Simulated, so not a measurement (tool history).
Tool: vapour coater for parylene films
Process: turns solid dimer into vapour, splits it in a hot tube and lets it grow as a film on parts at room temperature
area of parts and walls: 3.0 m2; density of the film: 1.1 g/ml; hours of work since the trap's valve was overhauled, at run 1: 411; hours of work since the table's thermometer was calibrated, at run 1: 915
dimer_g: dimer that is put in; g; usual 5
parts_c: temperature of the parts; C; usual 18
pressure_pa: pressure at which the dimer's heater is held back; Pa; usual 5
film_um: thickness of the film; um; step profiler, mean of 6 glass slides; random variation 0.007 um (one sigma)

run,hour,dimer_g,parts_c,pressure_pa,hours of work since the trap's valve was overhauled,hours of work since the table's thermometer was calibrated,film_um
1,0,5,18,5,411,915,0.641
2,25.8,3,18,5,423,927,0.384
# hour 62.3: trap's valve overhauled
3,65.5,3,18,5,1,944,0.405
4,109.2,3,18,5,22,964,0.397
5,157.9,3,18,5,44,987,0.397
6,207.3,3,18,5,67,1009,0.405
7,237.7,3,18,5,81,1023,0.401
8,286.4,3,18,5,104,1046,0.401
9,325,3,18,5,122,1064,0.388
10,365.3,4,18,5,140,1083,0.528
11,411,4,18,5,161,1104,0.528
12,438.4,4,18,5,174,1116,0.507
13,477.1,3,22,5.66,192,1134,0.313
14,517.1,5,24,5,211,1153,0.484
15,555.3,5,24,2.8,228,1170,0.529
16,587.2,5,18,6.48,243,1185,0.622
17,634.9,3,29,7.14,265,1207,0.211
18,669.3,3,29,7.14,281,1223,0.205
19,692.4,5,11,2.98,292,1234,0.965
20,732.7,2,23,8.44,310,1253,0.179
21,782.5,4,24,7.8,333,1276,0.352
22,830.2,4,20,7.8,356,1298,0.431

Forecast each of these 5 alternatives for the next run:
A,880.2,5,18,6.52,379,1321,?
B,880.2,6,14,3.26,379,1321,?
C,880.2,5,22,6.18,379,1321,?
D,880.2,5,19,8.51,379,1321,?
E,880.2,4,20,7.8,379,1321,?

run,film_um
A,0.601
B,0.961
C,0.507
D,0.556
E,0.433
Without the tool's hidden state the same runs would have given:
run,film_um
A,0.668
B,1.07
C,0.563
D,0.618
E,0.48
